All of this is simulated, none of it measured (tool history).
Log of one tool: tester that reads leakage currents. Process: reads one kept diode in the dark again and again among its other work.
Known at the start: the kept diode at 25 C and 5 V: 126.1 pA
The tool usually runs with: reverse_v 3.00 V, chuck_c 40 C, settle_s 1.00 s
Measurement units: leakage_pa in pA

Run 1, hour 0.0: usual settings. Result: leakage_pa 320.85 pA.
Run 2, hour 20.1: usual settings. Result: leakage_pa 319.27 pA.
Run 3, hour 52.9: usual settings. Result: leakage_pa 317.93 pA.
Run 4, hour 72.8: usual settings but settle_s 3.77 s. Result: leakage_pa 318.11 pA.
Run 5, hour 104.1: usual settings but reverse_v 1.02 V, settle_s 3.77 s. Result: leakage_pa 175.22 pA.
Run 6, hour 122.7: usual settings but chuck_c 27 C. Result: leakage_pa 106.56 pA.
Run 7, hour 149.2: usual settings. Result: leakage_pa 317.79 pA.
Run 8, hour 175.9: usual settings. Result: leakage_pa 317.13 pA.
Run 9, hour 195.1: usual settings. Result: leakage_pa 316.30 pA.
Run 10, hour 224.6: usual settings. Result: leakage_pa 316.07 pA.
Run 11, hour 241.4: usual settings but chuck_c 59 C. Result: leakage_pa 1356.74 pA.
Run 12, hour 264.9: usual settings but reverse_v 1.84 V. Result: leakage_pa 240.88 pA.
Run 13, hour 290.0: usual settings but reverse_v 1.84 V. Result: leakage_pa 240.12 pA.
Run 14, hour 315.4: usual settings but reverse_v 1.84 V. Result: leakage_pa 241.17 pA.
Run 15, hour 339.9: usual settings but settle_s 0.56 s. Result: leakage_pa 314.99 pA.
Run 16, hour 356.0: usual settings. Result: leakage_pa 314.50 pA.
Run 17, hour 388.0: usual settings. Result: leakage_pa 313.51 pA.
At hour 396.9: chuck's temperature calibrated.
Run 18, hour 418.5: usual settings. Result: leakage_pa 348.08 pA.
Run 19, hour 451.6: usual settings. Result: leakage_pa 346.56 pA.
Run 20, hour 471.2: usual settings. Result: leakage_pa 348.84 pA.
Run 21, hour 503.2: usual settings. Result: leakage_pa 346.34 pA.
Run 22, hour 536.2: usual settings. Result: leakage_pa 346.67 pA.
Run 23, hour 559.3: usual settings. Result: leakage_pa 344.60 pA.
Run 24, hour 586.9: usual settings. Result: leakage_pa 345.46 pA.
Run 25, hour 610.8: usual settings but reverse_v 1.73 V, settle_s 0.31 s. Result: leakage_pa 255.32 pA.
Run 26, hour 638.1: usual settings but reverse_v 1.54 V, settle_s 0.35 s. Result: leakage_pa 239.13 pA.
Run 27, hour 670.2: usual settings but reverse_v 1.54 V, chuck_c 25 C, settle_s 8.91 s. Result: leakage_pa 67.42 pA.
Run 28, hour 696.1: usual settings but reverse_v 7.65 V, chuck_c 41 C, settle_s 1.89 s. Result: leakage_pa 617.79 pA.
Run 29, hour 722.6: usual settings but chuck_c 25 C, settle_s 2.85 s. Result: leakage_pa 97.79 pA.
Run 30, hour 738.8: usual settings but reverse_v 4.77 V, chuck_c 37 C, settle_s 0.65 s. Result: leakage_pa 347.26 pA.
Run 31, hour 757.6: usual settings but reverse_v 4.77 V, chuck_c 37 C, settle_s 0.65 s. Result: leakage_pa 348.29 pA.
Run 32, hour 779.7: usual settings but reverse_v 4.77 V, chuck_c 37 C, settle_s 0.65 s. Result: leakage_pa 347.79 pA.
Run 33, hour 806.0: usual settings but reverse_v 4.77 V, chuck_c 37 C, settle_s 0.65 s. Result: leakage_pa 346.34 pA.
Run 34, hour 839.4: usual settings but reverse_v 15.18 V, chuck_c 38 C, settle_s 8.02 s. Result: leakage_pa 708.85 pA.
Run 35, hour 867.9: usual settings but reverse_v 15.18 V, chuck_c 38 C, settle_s 8.02 s. Result: leakage_pa 712.74 pA.
Run 36, hour 900.0: usual settings but chuck_c 42 C. Result: leakage_pa 398.99 pA.
Run 37, hour 915.3: usual settings but chuck_c 42 C. Result: leakage_pa 399.19 pA.
Run 38, hour 939.2: usual settings but chuck_c 42 C. Result: leakage_pa 398.77 pA.
Run 39, hour 963.4: usual settings but chuck_c 42 C. Result: leakage_pa 399.05 pA.
Run 40, hour 978.2: usual settings but chuck_c 58 C, settle_s 1.58 s. Result: leakage_pa 1343.34 pA.

3 options for the next run, each taken on its own from the tool as it stands now. Forecast them:
Run A, hour 996.6: usual settings but chuck_c 37 C. Result: leakage_pa ?.
Run B, hour 996.6: usual settings but reverse_v 3.12 V, chuck_c 37 C, settle_s 2.02 s. Result: leakage_pa ?.
Run C, hour 996.6: usual settings but reverse_v 4.48 V. Result: leakage_pa ?.

run  leakage_pa
  A      265.92
  B      270.75
  C      422.63
Without the tool's unlogged condition, the same runs would have read:
run  leakage_pa
  A      268.69
  B      273.52
  C      427.18
